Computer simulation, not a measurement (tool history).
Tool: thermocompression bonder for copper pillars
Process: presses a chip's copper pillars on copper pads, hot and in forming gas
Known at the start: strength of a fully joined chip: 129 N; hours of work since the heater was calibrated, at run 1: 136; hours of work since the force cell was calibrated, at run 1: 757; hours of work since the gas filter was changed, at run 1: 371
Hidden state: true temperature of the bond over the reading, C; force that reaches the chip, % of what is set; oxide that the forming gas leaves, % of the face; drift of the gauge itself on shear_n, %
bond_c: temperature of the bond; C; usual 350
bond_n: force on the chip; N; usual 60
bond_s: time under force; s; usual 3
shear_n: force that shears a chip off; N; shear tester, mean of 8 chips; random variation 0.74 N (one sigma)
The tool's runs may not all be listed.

run,day,bond_c,bond_n,bond_s,hours of work since the heater was calibrated,hours of work since the force cell was calibrated,hours of work since the gas filter was changed,shear_n
1,0.000,350,60,3,136,757,371,48.8
2,0.375,334,60,3,141,762,376,41.7
# day 0.600: force cell calibrated
3,0.829,346,60,3,147,3,382,49.9
# day 0.888: forming gas filter changed
4,1.112,346,60,3,151,7,3,51.0
5,1.521,346,60,3,156,13,9,50.9
6,1.975,346,60,3,163,19,15,50.4
7,2.421,346,60,3,169,25,22,51.7
8,2.658,346,60,3,172,29,25,51.4
9,3.004,346,60,3,177,34,30,50.6
10,3.458,350,60,2,184,40,36,46.2
11,3.829,350,60,2,189,45,42,45.1
12,4.196,350,60,3,194,51,47,52.2
13,4.579,350,60,3,200,56,52,51.9
14,4.912,350,60,3,204,61,57,52.5
15,5.312,350,60,3,210,66,63,53.4
16,5.671,350,60,3,215,71,68,53.0
17,5.975,350,60,3,219,76,72,53.3
18,6.333,350,60,3,224,81,77,52.7
19,6.804,350,60,3,231,87,84,52.7
20,7.200,350,60,3,237,93,89,52.2
21,7.688,350,60,3,244,100,96,52.3
22,8.083,353,60,3,249,106,102,53.6
23,8.571,353,60,3,256,113,109,52.5
24,8.967,353,60,3,262,118,114,53.9
25,9.225,351,84,2,265,122,118,55.6
26,9.467,351,84,2,269,125,121,55.8
27,9.875,367,47,7,275,131,127,71.7
28,10.104,341,55,7,278,134,130,60.9
29,10.517,350,60,3,284,140,136,51.6
30,10.946,331,60,3,290,146,142,40.8
31,11.317,356,36,5,295,151,148,50.3
32,11.646,356,36,5,300,156,152,48.9
33,11.883,350,66,4,303,159,156,60.1
34,12.233,350,66,4,308,164,161,61.2
35,12.712,350,66,4,315,171,167,61.5
36,12.962,374,60,3,318,175,171,66.2
37,13.408,350,64,2,325,181,177,46.1
38,13.838,349,60,3,331,187,183,51.2
39,14.221,356,64,3,336,192,189,56.8
40,14.742,360,64,3,343,200,196,58.3

How the hidden state differs across the entries between the runs, from the last listed run before each to the first after it:
Between runs 2 and 3: force cell calibrated (day 0.600)
  force that reaches the chip, % of what is set: 92.9 -> 99.4; oxide that the forming gas leaves, % of the face: 3.81 -> 3.85
  measured less the result without the state, shear_n: -4.0 -> -2.3 N
Between runs 3 and 4: forming gas filter changed (day 0.888)
  force that reaches the chip, % of what is set: 99.4 -> 99.3; oxide that the forming gas leaves, % of the face: 3.85 -> 0.54
  measured less the result without the state, shear_n: -2.3 -> -0.7 N
